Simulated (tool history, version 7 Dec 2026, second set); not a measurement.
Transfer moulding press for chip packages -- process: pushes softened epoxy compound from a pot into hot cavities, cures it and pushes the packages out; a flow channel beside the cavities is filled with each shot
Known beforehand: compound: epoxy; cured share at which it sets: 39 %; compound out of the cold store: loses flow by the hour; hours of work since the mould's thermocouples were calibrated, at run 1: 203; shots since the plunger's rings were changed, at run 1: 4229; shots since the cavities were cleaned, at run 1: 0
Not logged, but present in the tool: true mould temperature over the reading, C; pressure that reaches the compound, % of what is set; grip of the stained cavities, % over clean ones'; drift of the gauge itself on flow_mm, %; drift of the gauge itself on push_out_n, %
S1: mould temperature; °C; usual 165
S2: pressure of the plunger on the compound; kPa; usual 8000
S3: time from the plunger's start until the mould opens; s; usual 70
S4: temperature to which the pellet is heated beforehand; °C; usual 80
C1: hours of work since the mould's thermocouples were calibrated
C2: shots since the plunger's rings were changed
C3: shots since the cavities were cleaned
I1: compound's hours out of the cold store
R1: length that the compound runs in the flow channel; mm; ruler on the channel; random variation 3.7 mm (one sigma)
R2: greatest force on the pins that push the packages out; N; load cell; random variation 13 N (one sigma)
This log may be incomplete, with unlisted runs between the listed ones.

Run 1, hour 0.0: usual settings; C1 203; C2 4229; C3 0; I1 42.6. Result: R1 842 mm, R2 578 N.
At hour 6.0: plunger's sealing rings changed.
Run 2, hour 13.9: usual settings; C1 211; C2 118; C3 171; I1 32.4. Result: R1 906 mm, R2 671 N.
Run 3, hour 29.8: usual settings; C1 221; C2 356; C3 409; I1 20.5. Result: R1 940 mm, R2 807 N.
Run 4, hour 50.8: usual settings; C1 236; C2 672; C3 725; I1 20.3. Result: R1 942 mm, R2 896 N.
Run 5, hour 63.8: usual settings but S3 98 s; C1 244; C2 865; C3 918; I1 41.9. Result: R1 868 mm, R2 526 N.
At hour 70.9: cavities cleaned with cleaning compound and waxed.
Run 6, hour 88.8: usual settings but S1 157 °C; C1 260; C2 1218; C3 268; I1 29.7. Result: R1 938 mm, R2 1289 N.
Run 7, hour 100.6: usual settings but S1 157 °C; C1 268; C2 1395; C3 445; I1 36.6. Result: R1 912 mm, R2 1454 N.
Run 8, hour 126.5: usual settings; C1 286; C2 1783; C3 833; I1 21.3. Result: R1 930 mm, R2 984 N.
At hour 139.2: cavities cleaned with cleaning compound and waxed.
Run 9, hour 142.5: usual settings; C1 296; C2 2001; C3 50; I1 45.5. Result: R1 859 mm, R2 584 N.
Run 10, hour 166.1: usual settings; C1 312; C2 2354; C3 403; I1 16.4. Result: R1 934 mm, R2 802 N.
Run 11, hour 178.5: usual settings; C1 320; C2 2541; C3 590; I1 33.3. Result: R1 881 mm, R2 827 N.
Run 12, hour 195.7: usual settings but S3 55 s; C1 332; C2 2799; C3 848; I1 30.0. Result: R1 894 mm, R2 1697 N.
At hour 207.8: cavities cleaned with cleaning compound and waxed.
Run 13, hour 222.8: usual settings; C1 349; C2 3182; C3 225; I1 46.3. Result: R1 844 mm, R2 681 N.
Run 14, hour 247.3: usual settings but S2 8850 kPa; C1 366; C2 3549; C3 592; I1 28.5. Result: R1 933 mm, R2 878 N.
Run 15, hour 266.7: usual settings but S2 7040 kPa; C1 379; C2 3840; C3 883; I1 10.1. Result: R1 884 mm, R2 1009 N.
At hour 276.4: cavities cleaned with cleaning compound and waxed.
Run 16, hour 290.2: usual settings but S2 7250 kPa, S3 62 s, S4 81 °C; C1 394; C2 4169; C3 206; I1 22.4. Result: R1 860 mm, R2 983 N.
At hour 300.6: plunger's sealing rings changed.
Run 17, hour 318.6: usual settings but S2 9700 kPa, S3 67 s; C1 412; C2 270; C3 595; I1 19.2. Result: R1 1048 mm, R2 960 N.
Run 18, hour 345.3: usual settings but S2 9700 kPa, S3 67 s; C1 430; C2 670; C3 995; I1 40.7. Result: R1 968 mm, R2 1012 N.
At hour 349.4: mould's thermocouples calibrated.
At hour 350.9: cavities cleaned with cleaning compound and waxed.
Run 19, hour 360.4: usual settings but S1 166 °C, S2 8400 kPa; C1 6; C2 844; C3 142; I1 19.6. Result: R1 965 mm, R2 595 N.
Run 20, hour 373.9: usual settings but S2 6410 kPa, S3 83 s; C1 16; C2 1047; C3 345; I1 22.6. Result: R1 831 mm, R2 512 N.
Run 21, hour 389.7: usual settings but S2 9260 kPa, S3 83 s; C1 26; C2 1283; C3 581; I1 23.9. Result: R1 998 mm, R2 585 N.
Run 22, hour 409.5: usual settings but S2 8270 kPa, S3 83 s, S4 77 °C; C1 40; C2 1579; C3 877; I1 38.5. Result: R1 895 mm, R2 611 N.
At hour 419.0: cavities cleaned with cleaning compound and waxed.
Run 23, hour 426.7: usual settings but S2 6870 kPa, S3 83 s; C1 50; C2 1815; C3 115; I1 28.9. Result: R1 842 mm, R2 423 N.
At hour 437.5: mould's thermocouples calibrated, once more.
Run 24, hour 444.5: usual settings but S2 6870 kPa, S3 83 s; C1 5; C2 2052; C3 352; I1 20.0. Result: R1 870 mm, R2 518 N.
Run 25, hour 468.4: usual settings but S2 6870 kPa, S3 83 s; C1 21; C2 2411; C3 711; I1 11.1. Result: R1 890 mm, R2 638 N.
Run 26, hour 483.3: usual settings but S2 6870 kPa, S3 83 s; C1 31; C2 2633; C3 933; I1 23.4. Result: R1 850 mm, R2 671 N.
At hour 489.5: cavities cleaned with cleaning compound and waxed.
Run 27, hour 501.4: usual settings but S2 6870 kPa, S3 83 s; C1 42; C2 2882; C3 178; I1 45.8. Result: R1 789 mm, R2 465 N.

Alternative continuations, all from the tool just after run 27; predict every row:
Run A, hour 518.5: usual settings but S1 160 °C, S2 9730 kPa, S3 83 s; C1 54; C2 3138; C3 434; I1 32.7. Result: R1 ?, R2 ?.
Run B, hour 518.5: usual settings but S1 158 °C, S2 9090 kPa, S3 66 s; C1 54; C2 3138; C3 434; I1 28.1. Result: R1 ?, R2 ?.
Run C, hour 518.5: usual settings but S2 6870 kPa, S3 104 s; C1 54; C2 3138; C3 434; I1 24.6. Result: R1 ?, R2 ?.
Run D, hour 518.5: usual settings but S2 6870 kPa, S3 83 s, S4 73 °C; C1 54; C2 3138; C3 434; I1 22.8. Result: R1 ?, R2 ?.
Run E, hour 518.5: usual settings but S1 163 °C, S2 9580 kPa, S3 66 s; C1 54; C2 3138; C3 434; I1 46.4. Result: R1 ?, R2 ?.

run   R1    R2
  A  998   754
  B  981  1479
  C  848   430
  D  852   575
  E  934  1060
Had the tool no hidden state, the same runs would have come out as:
run    R1    R2
  A  1024   540
  B  1006  1056
  C   869   309
  D   874   411
  E   958   758
